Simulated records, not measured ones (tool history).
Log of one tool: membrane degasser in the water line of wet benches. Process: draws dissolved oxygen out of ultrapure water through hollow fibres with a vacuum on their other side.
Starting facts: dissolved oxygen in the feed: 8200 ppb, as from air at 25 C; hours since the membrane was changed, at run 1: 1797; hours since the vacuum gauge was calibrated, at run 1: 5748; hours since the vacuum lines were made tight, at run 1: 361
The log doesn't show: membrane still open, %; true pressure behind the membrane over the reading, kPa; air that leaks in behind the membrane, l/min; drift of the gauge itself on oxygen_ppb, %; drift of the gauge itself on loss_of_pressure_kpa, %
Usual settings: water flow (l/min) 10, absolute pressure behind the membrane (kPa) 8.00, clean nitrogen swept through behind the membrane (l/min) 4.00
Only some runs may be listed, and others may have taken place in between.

| run | hour | water flow (l/min) | absolute pressure behind the membrane (kPa) | clean nitrogen swept through behind the membrane (l/min) | hours since the membrane was changed | hours since the vacuum gauge was calibrated | hours since the vacuum lines were made tight | dissolved oxygen in the water behind the degasser (ppb) | pressure that the water loses in the fibres (kPa) |
|---|---|---|---|---|---|---|---|---|---|
| 1 | 0.0 | 10 | 8.00 | 4.00 | 1797 | 5748 | 361 | 113.0 | 68.06 |
| 2 | 124.0 | 10 | 8.00 | 4.00 | 1921 | 5872 | 485 | 113.7 | 67.72 |
| 3 | 245.9 | 10 | 8.00 | 4.00 | 2043 | 5994 | 607 | 113.0 | 67.45 |
| 4 | 401.2 | 10 | 8.00 | 10.60 | 2198 | 6149 | 762 | 94.1 | 67.77 |
|  | 500.0 | vacuum gauge calibrated |
| 5 | 516.9 | 10 | 8.00 | 6.87 | 2313 | 17 | 877 | 99.8 | 67.88 |
| 6 | 622.5 | 10 | 8.00 | 5.10 | 2419 | 123 | 983 | 106.7 | 67.96 |
| 7 | 736.3 | 10 | 8.00 | 5.10 | 2533 | 236 | 1096 | 104.4 | 67.76 |
| 8 | 860.0 | 10 | 8.00 | 5.10 | 2657 | 360 | 1220 | 106.7 | 68.01 |
| 9 | 929.9 | 10 | 8.00 | 4.00 | 2726 | 430 | 1290 | 111.5 | 68.08 |
| 10 | 1042.0 | 10 | 8.00 | 4.00 | 2839 | 542 | 1402 | 111.3 | 68.01 |
| 11 | 1131.5 | 11 | 8.00 | 4.00 | 2928 | 632 | 1492 | 129.4 | 75.43 |
| 12 | 1267.8 | 10 | 8.00 | 4.00 | 3064 | 768 | 1628 | 113.8 | 68.15 |
| 13 | 1339.9 | 10 | 8.00 | 4.00 | 3136 | 840 | 1700 | 114.2 | 68.29 |
| 14 | 1468.3 | 10 | 8.00 | 4.00 | 3265 | 968 | 1828 | 114.9 | 68.68 |
| 15 | 1550.4 | 10 | 8.00 | 4.00 | 3347 | 1050 | 1911 | 116.7 | 68.50 |
| 16 | 1666.8 | 10 | 8.00 | 4.00 | 3463 | 1167 | 2027 | 115.0 | 68.48 |
| 17 | 1791.1 | 10 | 12.96 | 4.00 | 3588 | 1291 | 2151 | 148.7 | 68.67 |
| 18 | 1951.1 | 10 | 10.57 | 8.50 | 3748 | 1451 | 2311 | 108.5 | 68.78 |
| 19 | 2022.9 | 10 | 13.64 | 4.00 | 3819 | 1523 | 2383 | 152.0 | 68.79 |
| 20 | 2136.6 | 12 | 5.94 | 5.85 | 3933 | 1637 | 2497 | 129.2 | 82.22 |
| 21 | 2203.4 | 10 | 16.63 | 2.65 | 4000 | 1703 | 2564 | 210.1 | 68.71 |
| 22 | 2338.3 | 7 | 6.31 | 2.37 | 4135 | 1838 | 2698 | 72.6 | 48.21 |
| 23 | 2455.4 | 7 | 14.13 | 5.53 | 4252 | 1955 | 2816 | 84.7 | 48.26 |
| 24 | 2615.2 | 7 | 14.13 | 5.53 | 4412 | 2115 | 2975 | 84.3 | 47.99 |
| 25 | 2711.4 | 13 | 13.93 | 4.00 | 4508 | 2211 | 3072 | 215.6 | 90.52 |
| 26 | 2854.7 | 13 | 13.93 | 4.00 | 4651 | 2355 | 3215 | 217.8 | 90.18 |
| 27 | 2968.4 | 14 | 5.64 | 3.57 | 4765 | 2468 | 3329 | 171.6 | 97.06 |
| 28 | 3039.4 | 14 | 5.64 | 3.57 | 4836 | 2539 | 3400 | 172.3 | 96.98 |
| 29 | 3145.8 | 8 | 8.00 | 4.11 | 4942 | 2646 | 3506 | 87.2 | 55.51 |
| 30 | 3289.8 | 10 | 8.00 | 2.11 | 5086 | 2790 | 3650 | 147.5 | 69.40 |
| 31 | 3410.1 | 9 | 7.19 | 3.57 | 5207 | 2910 | 3770 | 103.7 | 62.20 |
| 32 | 3507.6 | 9 | 7.19 | 3.57 | 5304 | 3008 | 3868 | 104.2 | 63.21 |

Entry by entry between the runs, the difference in hidden state between the last listed run before and the first listed run after:
Between runs 4 and 5: vacuum gauge calibrated (hour 500.0)
  membrane still open, %: 98.5 -> 98.4; true pressure behind the membrane over the reading, kPa: 0.39 -> 0; air that leaks in behind the membrane, l/min: 0.0055 -> 0.0058
  measured less the result without the state, dissolved oxygen in the water behind the degasser (ppb): +6.5 -> +6.0; pressure that the water loses in the fibres (kPa): +1.01 -> +1.07
